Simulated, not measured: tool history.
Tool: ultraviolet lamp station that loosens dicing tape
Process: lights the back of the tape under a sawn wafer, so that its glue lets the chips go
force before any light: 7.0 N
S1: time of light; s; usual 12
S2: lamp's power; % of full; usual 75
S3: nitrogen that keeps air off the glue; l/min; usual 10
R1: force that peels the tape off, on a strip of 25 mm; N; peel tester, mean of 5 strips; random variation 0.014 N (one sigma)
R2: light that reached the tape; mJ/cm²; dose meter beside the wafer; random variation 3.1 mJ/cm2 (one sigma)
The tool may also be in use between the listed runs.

| run | day | S1 | S2 | S3 | R1 | R2 |
|---|---|---|---|---|---|---|
| 1 | 0 | 12 | 75 | 10 | 1.025 | 356 |
| 2 | 1.179 | 12 | 75 | 10 | 1.02 | 353 |
| 3 | 3.817 | 12 | 75 | 10 | 1.108 | 340 |
| 4 | 5.979 | 12 | 75 | 10 | 1.15 | 332 |
| 5 | 7.175 | 12 | 75 | 10 | 1.205 | 331 |
| 6 | 8.392 | 12 | 75 | 10 | 1.165 | 327 |
| 7 | 10.242 | 12 | 75 | 10 | 1.212 | 318 |
| 8 | 12.083 | 12 | 75 | 10 | 1.309 | 314 |
| 9 | 13.912 | 12 | 75 | 10 | 1.246 | 305 |
| 10 | 15.954 | 12 | 67 | 10 | 1.593 | 273 |
| 11 | 17.733 | 12 | 75 | 10 | 1.421 | 300 |
| 12 | 19.154 | 12 | 94 | 10 | 0.968 | 367 |
| 13 | 21.512 | 12 | 94 | 10 | 0.998 | 358 |
| 14 | 23.917 | 12 | 75 | 10 | 1.501 | 275 |
|  | 24.15 | window cleaned of glue's vapour |
| 15 | 25.612 | 12 | 66 | 10 | 2.124 | 221 |
| 16 | 27.658 | 12 | 67 | 10 | 2.1 | 218 |
|  | 28.229 | window cleaned of glue's vapour, once more |
| 17 | 29.967 | 12 | 67 | 10 | 1.51 | 284 |
| 18 | 32.612 | 17 | 93 | 13 | 0.432 | 537 |
| 19 | 34.967 | 17 | 93 | 13 | 0.461 | 525 |
| 20 | 37.45 | 9 | 62 | 8 | 2.611 | 184 |
| 21 | 40.017 | 9 | 62 | 8 | 2.797 | 178 |
| 22 | 41.833 | 9 | 62 | 8 | 2.739 | 172 |
| 23 | 44.392 | 9 | 91 | 8 | 1.881 | 247 |
| 24 | 45.617 | 9 | 91 | 8 | 1.922 | 243 |
| 25 | 48.062 | 9 | 91 | 8 | 1.926 | 236 |
| 26 | 50.421 | 16 | 88 | 6 | 0.974 | 398 |
| 27 | 52.417 | 15 | 92 | 12 | 0.856 | 377 |
| 28 | 53.533 | 14 | 87 | 12 | 1.102 | 328 |
|  | 54.262 | lamp changed |
| 29 | 56.283 | 12 | 75 | 8 | 0.912 | 395 |
| 30 | 57.783 | 13 | 75 | 14 | 0.679 | 432 |
| 31 | 59.867 | 15 | 99 | 5 | 0.454 | 636 |
| 32 | 62.229 | 15 | 99 | 5 | 0.48 | 628 |

3 ways to go on from here, each from the tool as it stands after run 32. What would each give?
| A | 64.733 | 14 | 97 | 13 | ? | ? |
| B | 64.733 | 12 | 75 | 17 | ? | ? |
| C | 64.733 | 15 | 99 | 15 | ? | ? |

| run | R1 | R2 |
|---|---|---|
| A | 0.42 | 552 |
| B | 0.839 | 369 |
| C | 0.34 | 607 |
Without the tool's hidden state the same runs would have given:
| run | R1 | R2 |
|---|---|---|
| A | 0.293 | 693 |
| B | 0.551 | 463 |
| C | 0.252 | 760 |

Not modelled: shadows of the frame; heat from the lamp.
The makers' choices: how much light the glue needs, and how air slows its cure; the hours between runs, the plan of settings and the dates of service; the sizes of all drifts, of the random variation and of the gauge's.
